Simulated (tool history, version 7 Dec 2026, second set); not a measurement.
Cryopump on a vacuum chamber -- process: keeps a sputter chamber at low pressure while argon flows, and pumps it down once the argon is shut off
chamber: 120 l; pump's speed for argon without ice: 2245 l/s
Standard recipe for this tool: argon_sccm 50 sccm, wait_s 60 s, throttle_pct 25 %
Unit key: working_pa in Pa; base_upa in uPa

run	hour	argon_sccm	wait_s	throttle_pct	working_pa	base_upa
1	0.0	50	60	25	0.1552	1.66
2	54.7	50	133	25	0.1547	1.07
3	101.5	50	74	25	0.1541	1.45
4	137.5	50	72	25	0.1546	1.50
5	181.5	50	72	25	0.1563	1.51
# hour 189.2: leaking fittings of the chamber tightened, without venting
6	216.3	50	72	25	0.1561	1.10
7	248.9	50	72	25	0.1558	1.09
8	306.6	50	72	25	0.1563	1.10
9	339.9	50	254	25	0.1567	0.46
10	393.2	50	254	25	0.1554	0.46
11	456.8	50	60	15	0.2560	1.30
12	518.2	50	60	15	0.2563	1.31
13	559.4	50	60	25	0.1569	1.30
# hour 577.2: pump warmed up, emptied and cooled again
14	590.8	50	60	25	0.1517	1.23
15	627.0	50	60	25	0.1528	1.29
16	675.4	50	60	17	0.2243	1.28
17	711.7	50	60	17	0.2231	1.30
18	769.7	23	162	18	0.0967	0.62
19	832.3	23	162	18	0.0959	0.59
20	865.3	23	162	18	0.0972	0.59
21	910.9	23	162	18	0.0973	0.64
22	954.3	20	60	33	0.0460	1.28
23	992.8	48	60	58	0.0648	1.32
24	1025.7	45	86	38	0.0921	0.97
25	1080.5	65	38	43	0.1190	1.89
26	1143.2	47	38	30	0.1218	1.95
27	1183.8	38	64	59	0.0509	1.25
28	1248.2	50	172	22	0.1748	0.60
29	1302.0	50	172	22	0.1762	0.65
30	1349.7	27	172	24	0.0884	0.68
31	1411.7	27	172	24	0.0876	0.66
32	1469.5	50	60	19	0.2040	1.43
33	1506.6	39	117	43	0.0722	0.85

Here are 3 independent what-if runs from the current tool condition. What would each one return?
A	1541.5	36	60	44	?	?
B	1541.5	25	117	43	?	?
C	1541.5	50	51	29	?	?

run	working_pa	base_upa
A	0.0658	1.38
B	0.0467	0.86
C	0.1342	1.55
Without the tool's unlogged condition, the same runs would have read:
run	working_pa	base_upa
A	0.0616	1.21
B	0.0438	0.68
C	0.1284	1.38
